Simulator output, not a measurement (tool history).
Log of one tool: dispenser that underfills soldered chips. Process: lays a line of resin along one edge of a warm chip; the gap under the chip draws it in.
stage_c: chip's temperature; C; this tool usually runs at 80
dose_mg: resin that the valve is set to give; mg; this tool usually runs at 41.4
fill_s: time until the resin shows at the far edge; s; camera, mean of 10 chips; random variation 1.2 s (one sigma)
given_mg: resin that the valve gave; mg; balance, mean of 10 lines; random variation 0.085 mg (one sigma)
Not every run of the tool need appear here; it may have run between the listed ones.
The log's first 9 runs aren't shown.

Run 10, hour 39.9: usual settings but dose_mg 41.6 mg. Result: fill_s 132.6 s, given_mg 41.06 mg.
At hour 43.8: new syringe of resin.
Run 11, hour 45.6: usual settings but dose_mg 41.6 mg. Result: fill_s 118.1 s, given_mg 40.91 mg.
Run 12, hour 50.2: usual settings but dose_mg 41.6 mg. Result: fill_s 135.8 s, given_mg 40.96 mg.
Run 13, hour 52.9: usual settings but dose_mg 36.7 mg. Result: fill_s 148.4 s, given_mg 36.02 mg.
At hour 53.7: new syringe of resin.
Run 14, hour 58.2: usual settings but dose_mg 36.7 mg. Result: fill_s 129.8 s, given_mg 36.01 mg.
Run 15, hour 62.3: usual settings but dose_mg 39.3 mg. Result: fill_s 145.0 s, given_mg 38.53 mg.
At hour 63.4: new syringe of resin.
Run 16, hour 66.4: usual settings. Result: fill_s 122.2 s, given_mg 40.54 mg.
Run 17, hour 71.4: usual settings. Result: fill_s 140.7 s, given_mg 40.39 mg.
At hour 73.2: new syringe of resin.
Run 18, hour 77.0: usual settings. Result: fill_s 126.4 s, given_mg 40.34 mg.
Run 19, hour 82.0: usual settings. Result: fill_s 142.3 s, given_mg 40.32 mg.

Run 20 comes next. What will it give?
At hour 83.0: new syringe of resin.
Run 20, hour 84.7: usual settings but stage_c 90 C, dose_mg 44.0 mg. Result: fill_s ?, given_mg ?.

Run 20 yielded fill_s 89.6 s, given_mg 42.69 mg.
If the tool had no hidden condition, the same run with the same run-to-run variation would have returned fill_s 84.1 s, given_mg 44.02 mg.
